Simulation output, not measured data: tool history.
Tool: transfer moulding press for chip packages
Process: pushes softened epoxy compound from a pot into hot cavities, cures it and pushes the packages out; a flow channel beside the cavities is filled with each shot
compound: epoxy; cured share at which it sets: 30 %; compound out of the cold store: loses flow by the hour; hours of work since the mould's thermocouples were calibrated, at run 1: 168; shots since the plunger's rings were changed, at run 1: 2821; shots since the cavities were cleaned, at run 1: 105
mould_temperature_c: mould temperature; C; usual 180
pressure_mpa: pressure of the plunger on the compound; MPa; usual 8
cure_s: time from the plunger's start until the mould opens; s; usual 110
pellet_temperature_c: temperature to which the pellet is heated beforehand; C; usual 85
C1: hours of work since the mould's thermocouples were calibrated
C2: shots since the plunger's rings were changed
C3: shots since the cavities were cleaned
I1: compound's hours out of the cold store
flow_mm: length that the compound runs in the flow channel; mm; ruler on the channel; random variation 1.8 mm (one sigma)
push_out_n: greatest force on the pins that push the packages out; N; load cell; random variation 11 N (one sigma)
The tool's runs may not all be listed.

Run 1, hour 0: usual settings; C1 168; C2 2821; C3 105; I1 31.1. Result: flow_mm 581 mm, push_out_n 626 N.
At hour 40.2: plunger's sealing rings changed.
At hour 41.7: cavities cleaned with cleaning compound and waxed.
Run 2, hour 79.1: usual settings; C1 209; C2 348; C3 348; I1 21.1. Result: flow_mm 633 mm, push_out_n 782 N.
At hour 92.3: cavities cleaned with cleaning compound and waxed.
At hour 145.2: cavities cleaned with cleaning compound and waxed.
Run 3, hour 160: usual settings; C1 250; C2 1075; C3 139; I1 35.1. Result: flow_mm 568 mm, push_out_n 642 N.
At hour 196.9: cavities cleaned with cleaning compound and waxed.
Run 4, hour 199.5: usual settings; C1 271; C2 1429; C3 24; I1 42.7. Result: flow_mm 537 mm, push_out_n 526 N.
At hour 248.9: cavities cleaned with cleaning compound and waxed.
Run 5, hour 254.7: usual settings; C1 299; C2 1930; C3 55; I1 17.1. Result: flow_mm 645 mm, push_out_n 591 N.
At hour 303.1: cavities cleaned with cleaning compound and waxed.
Run 6, hour 329.1: usual settings; C1 338; C2 2609; C3 242; I1 47. Result: flow_mm 518 mm, push_out_n 681 N.
At hour 351.3: cavities cleaned with cleaning compound and waxed.
At hour 373.4: mould's thermocouples calibrated.
At hour 397.2: plunger's sealing rings changed.
Run 7, hour 400.1: usual settings; C1 13; C2 27; C3 413; I1 45.5. Result: flow_mm 531 mm, push_out_n 809 N.
At hour 407.9: cavities cleaned with cleaning compound and waxed.
At hour 462.2: cavities cleaned with cleaning compound and waxed.
Run 8, hour 466.9: usual settings; C1 47; C2 622; C3 44; I1 37.8. Result: flow_mm 559 mm, push_out_n 573 N.
At hour 511.5: cavities cleaned with cleaning compound and waxed.
Run 9, hour 542.3: usual settings; C1 87; C2 1312; C3 287; I1 47.2. Result: flow_mm 519 mm, push_out_n 694 N.
At hour 563.1: mould's thermocouples calibrated, once more.
At hour 564.6: cavities cleaned with cleaning compound and waxed.
Run 10, hour 586.6: usual settings; C1 12; C2 1692; C3 205; I1 40.2. Result: flow_mm 549 mm, push_out_n 690 N.
At hour 616.1: cavities cleaned with cleaning compound and waxed.
Run 11, hour 626.8: usual settings; C1 33; C2 2052; C3 99; I1 16. Result: flow_mm 648 mm, push_out_n 640 N.
At hour 666.9: cavities cleaned with cleaning compound and waxed.
Run 12, hour 671.9: usual settings but mould_temperature_c 178 C; C1 56; C2 2459; C3 46; I1 19.1. Result: flow_mm 637 mm, push_out_n 619 N.
At hour 718.9: cavities cleaned with cleaning compound and waxed.
Run 13, hour 729.2: usual settings but mould_temperature_c 178 C; C1 86; C2 2980; C3 96; I1 10. Result: flow_mm 676 mm, push_out_n 651 N.
At hour 752.2: plunger's sealing rings changed.
Run 14, hour 767.3: usual settings but mould_temperature_c 188 C, pressure_mpa 8.08 MPa, cure_s 107 s; C1 105; C2 141; C3 428; I1 16.8. Result: flow_mm 646 mm, push_out_n 735 N.
At hour 775.2: cavities cleaned with cleaning compound and waxed.
At hour 826.3: cavities cleaned with cleaning compound and waxed.
Run 15, hour 835.6: usual settings but mould_temperature_c 188 C, pressure_mpa 8.08 MPa, cure_s 107 s; C1 140; C2 749; C3 86; I1 39.9. Result: flow_mm 548 mm, push_out_n 529 N.
At hour 875.1: cavities cleaned with cleaning compound and waxed.
Run 16, hour 896.1: usual settings but mould_temperature_c 188 C, pressure_mpa 8.08 MPa, cure_s 107 s; C1 171; C2 1300; C3 196; I1 45.3. Result: flow_mm 520 mm, push_out_n 589 N.
At hour 924.8: cavities cleaned with cleaning compound and waxed.
Run 17, hour 965.9: usual settings but mould_temperature_c 188 C, pressure_mpa 8.08 MPa, cure_s 93 s, pellet_temperature_c 79 C; C1 208; C2 1937; C3 383; I1 27.6. Result: flow_mm 589 mm, push_out_n 740 N.
At hour 974.8: cavities cleaned with cleaning compound and waxed.
At hour 1025.1: cavities cleaned with cleaning compound and waxed.
Run 18, hour 1041.4: usual settings but mould_temperature_c 183 C, pressure_mpa 9.2 MPa, cure_s 127 s, pellet_temperature_c 89 C; C1 247; C2 2612; C3 152; I1 21. Result: flow_mm 665 mm, push_out_n 561 N.
At hour 1076.7: cavities cleaned with cleaning compound and waxed.
Run 19, hour 1080.2: usual settings but mould_temperature_c 183 C, pressure_mpa 9.2 MPa, cure_s 127 s, pellet_temperature_c 89 C; C1 267; C2 2961; C3 34; I1 10.4. Result: flow_mm 719 mm, push_out_n 482 N.
At hour 1105.5: plunger's sealing rings changed.
Run 20, hour 1116.5: usual settings but mould_temperature_c 185 C, pressure_mpa 7.24 MPa, cure_s 102 s, pellet_temperature_c 88 C; C1 285; C2 102; C3 348; I1 39.6. Result: flow_mm 523 mm, push_out_n 734 N.
At hour 1131.4: cavities cleaned with cleaning compound and waxed.
At hour 1180.4: cavities cleaned with cleaning compound and waxed.
Run 21, hour 1189.3: usual settings but cure_s 141 s, pellet_temperature_c 82 C; C1 322; C2 754; C3 83; I1 22.6. Result: flow_mm 626 mm, push_out_n 493 N.
At hour 1231.7: cavities cleaned with cleaning compound and waxed.
Run 22, hour 1250.1: usual settings but pressure_mpa 8.18 MPa, cure_s 141 s; C1 354; C2 1307; C3 172; I1 44.5. Result: flow_mm 536 mm, push_out_n 573 N.
At hour 1266.7: mould's thermocouples calibrated.
At hour 1287.1: cavities cleaned with cleaning compound and waxed.
Run 23, hour 1297.7: usual settings but mould_temperature_c 174 C, pressure_mpa 7.83 MPa, cure_s 135 s, pellet_temperature_c 86 C; C1 16; C2 1718; C3 99; I1 16.3. Result: flow_mm 650 mm, push_out_n 619 N.
Run 24, hour 1332.1: usual settings but mould_temperature_c 174 C; C1 34; C2 2038; C3 419; I1 41.6. Result: flow_mm 542 mm, push_out_n 1089 N.

Forecast each of these 3 alternatives for the next run:
At hour 1338.8: cavities cleaned with cleaning compound and waxed.
Run A, hour 1384.6: usual settings but mould_temperature_c 179 C, pressure_mpa 8.85 MPa, pellet_temperature_c 93 C; C1 62; C2 2514; C3 427; I1 14.7. Result: flow_mm ?, push_out_n ?.
At hour 1338.8: cavities cleaned with cleaning compound and waxed.
Run B, hour 1384.6: usual settings but mould_temperature_c 174 C, pellet_temperature_c 90 C; C1 62; C2 2514; C3 427; I1 8.4. Result: flow_mm ?, push_out_n ?.
At hour 1338.8: cavities cleaned with cleaning compound and waxed.
Run C, hour 1384.6: usual settings but mould_temperature_c 174 C, cure_s 130 s; C1 62; C2 2514; C3 427; I1 14.6. Result: flow_mm ?, push_out_n ?.

run  flow_mm  push_out_n
  A      690         879
  B      700        1259
  C      666         871
Without the tool's hidden state the same runs would have given:
run  flow_mm  push_out_n
  A      703         561
  B      712         810
  C      678         552

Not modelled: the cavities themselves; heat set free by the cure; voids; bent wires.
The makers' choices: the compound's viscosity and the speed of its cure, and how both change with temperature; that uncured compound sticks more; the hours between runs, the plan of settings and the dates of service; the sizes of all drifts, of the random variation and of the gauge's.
